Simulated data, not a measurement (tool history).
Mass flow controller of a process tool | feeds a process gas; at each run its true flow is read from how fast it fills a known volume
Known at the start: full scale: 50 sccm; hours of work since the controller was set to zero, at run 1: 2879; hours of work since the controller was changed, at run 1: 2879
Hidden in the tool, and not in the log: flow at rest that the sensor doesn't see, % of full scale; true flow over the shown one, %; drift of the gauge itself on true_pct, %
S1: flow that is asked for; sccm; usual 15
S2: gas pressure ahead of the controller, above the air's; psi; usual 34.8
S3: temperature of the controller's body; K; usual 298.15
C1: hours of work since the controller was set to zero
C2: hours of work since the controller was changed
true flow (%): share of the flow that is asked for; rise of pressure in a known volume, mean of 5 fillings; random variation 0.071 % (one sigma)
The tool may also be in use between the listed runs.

Run 1, hour 0: usual settings; C1 2879; C2 2879. Result: true flow (%) 98.8.
Run 2, hour 188: usual settings; C1 2970; C2 2970. Result: true flow (%) 98.81.
Run 3, hour 333.8: usual settings; C1 3040; C2 3040. Result: true flow (%) 98.76.
Run 4, hour 514.1: usual settings; C1 3127; C2 3127. Result: true flow (%) 98.65.
Run 5, hour 604.3: usual settings; C1 3171; C2 3171. Result: true flow (%) 98.53.
Run 6, hour 703.7: usual settings; C1 3219; C2 3219. Result: true flow (%) 98.64.
Run 7, hour 887.6: usual settings; C1 3307; C2 3307. Result: true flow (%) 98.67.
Run 8, hour 973.8: usual settings; C1 3349; C2 3349. Result: true flow (%) 98.45.
Run 9, hour 1152.9: usual settings but S3 300.15 K; C1 3435; C2 3435. Result: true flow (%) 98.55.
Run 10, hour 1312.5: usual settings but S3 300.15 K; C1 3512; C2 3512. Result: true flow (%) 98.43.
Run 11, hour 1403.1: usual settings but S3 300.15 K; C1 3556; C2 3556. Result: true flow (%) 98.4.
Run 12, hour 1584.7: usual settings but S3 300.15 K; C1 3643; C2 3643. Result: true flow (%) 98.32.
Run 13, hour 1712.8: usual settings but S3 294.15 K; C1 3705; C2 3705. Result: true flow (%) 98.72.
Run 14, hour 1889.6: usual settings but S1 33 sccm; C1 3790; C2 3790. Result: true flow (%) 99.82.
Run 15, hour 2036.9: usual settings but S1 33 sccm; C1 3861; C2 3861. Result: true flow (%) 99.76.
Run 16, hour 2160.6: usual settings; C1 3921; C2 3921. Result: true flow (%) 98.4.
Run 17, hour 2268.4: usual settings; C1 3973; C2 3973. Result: true flow (%) 98.41.
Run 18, hour 2367.1: usual settings; C1 4020; C2 4020. Result: true flow (%) 98.39.
Run 19, hour 2508.9: usual settings; C1 4089; C2 4089. Result: true flow (%) 98.34.
Run 20, hour 2691.9: usual settings; C1 4177; C2 4177. Result: true flow (%) 98.37.
Run 21, hour 2852.5: usual settings; C1 4254; C2 4254. Result: true flow (%) 98.24.
Run 22, hour 2986.6: usual settings; C1 4319; C2 4319. Result: true flow (%) 98.28.
Run 23, hour 3097: usual settings; C1 4372; C2 4372. Result: true flow (%) 98.17.
Run 24, hour 3282.4: usual settings; C1 4462; C2 4462. Result: true flow (%) 98.07.
Run 25, hour 3374.5: usual settings but S3 300.15 K; C1 4506; C2 4506. Result: true flow (%) 98.18.
Run 26, hour 3546.8: usual settings but S1 12 sccm, S2 33.1 psi, S3 302.15 K; C1 4589; C2 4589. Result: true flow (%) 97.28.
Run 27, hour 3633: usual settings but S1 12 sccm, S2 33.1 psi, S3 302.15 K; C1 4631; C2 4631. Result: true flow (%) 97.24.
Run 28, hour 3781.8: usual settings but S1 12 sccm, S2 33.1 psi, S3 302.15 K; C1 4702; C2 4702. Result: true flow (%) 97.23.
Run 29, hour 3912.6: usual settings but S1 41 sccm, S2 23.8 psi, S3 302.15 K; C1 4766; C2 4766. Result: true flow (%) 99.65.
Run 30, hour 4081: usual settings but S1 41 sccm, S2 37.9 psi, S3 302.15 K; C1 4847; C2 4847. Result: true flow (%) 99.9.
Run 31, hour 4243.5: usual settings but S1 27 sccm, S2 24.4 psi; C1 4925; C2 4925. Result: true flow (%) 99.09.
Run 32, hour 4389.2: usual settings but S1 27 sccm, S2 24.4 psi; C1 4995; C2 4995. Result: true flow (%) 99.26.
Run 33, hour 4480.6: usual settings but S1 26 sccm, S2 24.4 psi; C1 5039; C2 5039. Result: true flow (%) 99.29.
Run 34, hour 4611: usual settings but S1 26 sccm, S2 26.7 psi, S3 312.15 K; C1 5102; C2 5102. Result: true flow (%) 98.54.
Run 35, hour 4812.2: usual settings but S1 26 sccm, S2 26.7 psi, S3 312.15 K; C1 5199; C2 5199. Result: true flow (%) 98.36.
Run 36, hour 4953.4: usual settings but S1 26 sccm, S2 26.7 psi, S3 312.15 K; C1 5267; C2 5267. Result: true flow (%) 98.37.
Run 37, hour 5064.4: usual settings but S1 26 sccm, S2 26.7 psi, S3 312.15 K; C1 5321; C2 5321. Result: true flow (%) 98.42.
Run 38, hour 5204.4: usual settings but S1 26 sccm, S2 26.7 psi, S3 312.15 K; C1 5388; C2 5388. Result: true flow (%) 98.26.
Run 39, hour 5400.7: usual settings but S3 302.15 K; C1 5483; C2 5483. Result: true flow (%) 97.55.
Run 40, hour 5591.1: usual settings but S2 28.1 psi, S3 302.15 K; C1 5575; C2 5575. Result: true flow (%) 97.46.
Run 41, hour 5747.3: usual settings but S2 28.1 psi, S3 302.15 K; C1 5650; C2 5650. Result: true flow (%) 97.43.
Run 42, hour 5940.9: usual settings but S2 30 psi, S3 304.15 K; C1 5743; C2 5743. Result: true flow (%) 97.4.
Run 43, hour 6033.6: usual settings but S1 41 sccm, S2 30 psi, S3 311.15 K; C1 5788; C2 5788. Result: true flow (%) 99.32.
Run 44, hour 6154.5: usual settings but S2 37.6 psi, S3 310.15 K; C1 5846; C2 5846. Result: true flow (%) 97.17.
Run 45, hour 6323.5: usual settings but S1 13 sccm, S2 39.3 psi, S3 302.15 K; C1 5928; C2 5928. Result: true flow (%) 97.18.
Run 46, hour 6506.1: usual settings but S1 11 sccm, S2 23.6 psi, S3 310.15 K; C1 6016; C2 6016. Result: true flow (%) 95.7.
Run 47, hour 6595.8: usual settings but S1 8 sccm, S2 20.6 psi, S3 301.15 K; C1 6059; C2 6059. Result: true flow (%) 94.43.
Run 48, hour 6782.6: usual settings but S1 8 sccm, S2 20.6 psi, S3 301.15 K; C1 6149; C2 6149. Result: true flow (%) 94.32.

The same runs without the tool's hidden state, with the same run-to-run variation:
run  true flow (%)
  1          99.69
  2          99.73
  3          99.71
  4          99.63
  5          99.51
  6          99.65
  7           99.7
  8          99.49
  9          99.62
 10          99.52
 11           99.5
 12          99.46
 13          99.88
 14          99.93
 15          99.87
 16          99.63
 17          99.64
 18          99.64
 19          99.62
 20          99.68
 21          99.57
 22          99.63
 23          99.54
 24          99.46
 25          99.59
 26          99.31
 27          99.29
 28          99.31
 29          99.58
 30          99.83
 31           99.5
 32          99.68
 33          99.77
 34          99.03
 35          98.86
 36          98.88
 37          98.94
 38          98.78
 39          99.29
 40          99.23
 41          99.22
 42          99.22
 43          99.26
 44          99.02
 45          99.54
 46          98.75
 47          99.12
 48          99.07
